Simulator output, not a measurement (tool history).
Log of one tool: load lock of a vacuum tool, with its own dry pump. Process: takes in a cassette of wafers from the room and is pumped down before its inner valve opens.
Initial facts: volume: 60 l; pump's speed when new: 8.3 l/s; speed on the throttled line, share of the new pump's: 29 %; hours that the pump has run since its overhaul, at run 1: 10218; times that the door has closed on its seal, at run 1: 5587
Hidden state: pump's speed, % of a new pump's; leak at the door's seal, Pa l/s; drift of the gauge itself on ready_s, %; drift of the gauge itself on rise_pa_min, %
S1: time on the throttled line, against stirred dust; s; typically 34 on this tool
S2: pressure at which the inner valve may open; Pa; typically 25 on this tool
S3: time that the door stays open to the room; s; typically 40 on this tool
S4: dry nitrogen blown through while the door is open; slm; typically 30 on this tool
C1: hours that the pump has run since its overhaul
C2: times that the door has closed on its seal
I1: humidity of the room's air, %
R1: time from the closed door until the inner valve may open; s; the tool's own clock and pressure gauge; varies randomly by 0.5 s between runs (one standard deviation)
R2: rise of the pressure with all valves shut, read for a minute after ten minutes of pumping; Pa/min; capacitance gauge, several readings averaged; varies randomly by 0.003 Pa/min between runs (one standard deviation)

Run 1, hour 0: usual settings; C1 10218; C2 5587; I1 43.9. Result: R1 89.4 s, R2 0.056 Pa/min.
Run 2, hour 82.2: usual settings but S3 82 s; C1 10300; C2 5696; I1 45.6. Result: R1 89.6 s, R2 0.071 Pa/min.
Run 3, hour 176.8: usual settings but S1 22 s; C1 10395; C2 5823; I1 47. Result: R1 81.6 s, R2 0.066 Pa/min.
Run 4, hour 269: usual settings but S1 22 s; C1 10487; C2 5946; I1 45.5. Result: R1 82 s, R2 0.065 Pa/min.
Run 5, hour 348.1: usual settings; C1 10566; C2 6052; I1 45. Result: R1 90.1 s, R2 0.07 Pa/min.
Run 6, hour 448.1: usual settings but S2 39 Pa; C1 10666; C2 6185; I1 45.9. Result: R1 86.8 s, R2 0.076 Pa/min.
Run 7, hour 592.1: usual settings but S2 48 Pa; C1 10810; C2 6377; I1 47.4. Result: R1 83.8 s, R2 0.076 Pa/min.
Run 8, hour 694.2: usual settings but S2 48 Pa; C1 10912; C2 6514; I1 42.9. Result: R1 84 s, R2 0.075 Pa/min.
Run 9, hour 805.7: usual settings but S2 39 Pa; C1 11024; C2 6663; I1 47.9. Result: R1 86.1 s, R2 0.08 Pa/min.
Run 10, hour 941.1: usual settings but S2 39 Pa; C1 11159; C2 6843; I1 44.9. Result: R1 87.1 s, R2 0.085 Pa/min.
Run 11, hour 1069.1: usual settings but S2 39 Pa; C1 11287; C2 7014; I1 44.6. Result: R1 86.5 s, R2 0.081 Pa/min.
Run 12, hour 1194.6: usual settings but S2 39 Pa; C1 11413; C2 7182; I1 45.9. Result: R1 86 s, R2 0.088 Pa/min.
Run 13, hour 1253.2: usual settings but S2 39 Pa; C1 11471; C2 7260; I1 44.7. Result: R1 87.2 s, R2 0.09 Pa/min.
Run 14, hour 1353.2: usual settings but S2 39 Pa; C1 11571; C2 7394; I1 45.4. Result: R1 86.4 s, R2 0.089 Pa/min.
Run 15, hour 1444.5: usual settings but S2 39 Pa; C1 11663; C2 7515; I1 46.3. Result: R1 87 s, R2 0.091 Pa/min.
Run 16, hour 1548.9: usual settings; C1 11767; C2 7655; I1 49.4. Result: R1 90 s, R2 0.095 Pa/min.
Run 17, hour 1625.9: usual settings; C1 11844; C2 7758; I1 40.2. Result: R1 90.6 s, R2 0.094 Pa/min.
Run 18, hour 1736.7: usual settings but S1 25 s; C1 11955; C2 7906; I1 45.1. Result: R1 84.6 s, R2 0.091 Pa/min.
Run 19, hour 1846.4: usual settings but S1 25 s; C1 12065; C2 8052; I1 45.9. Result: R1 84.6 s, R2 0.104 Pa/min.
Run 20, hour 1968.7: usual settings but S1 33 s, S2 41 Pa, S3 232 s, S4 10 slm; C1 12187; C2 8215; I1 43.2. Result: R1 86.4 s, R2 0.138 Pa/min.
Run 21, hour 2108.9: usual settings but S1 33 s, S2 41 Pa, S3 232 s, S4 10 slm; C1 12327; C2 8403; I1 43.7. Result: R1 86 s, R2 0.146 Pa/min.

Run 22 comes next. What will it give?
Run 22, hour 2212.1: usual settings but S1 32 s, S2 44 Pa, S3 46 s; C1 12430; C2 8540; I1 42.2. Result: R1 ?, R2 ?.

For run 22 the tool returned R1 84.6 s, R2 0.098 Pa/min.
Had the tool carried no hidden state, the very same run would have given R1 78.9 s, R2 0.011 Pa/min.
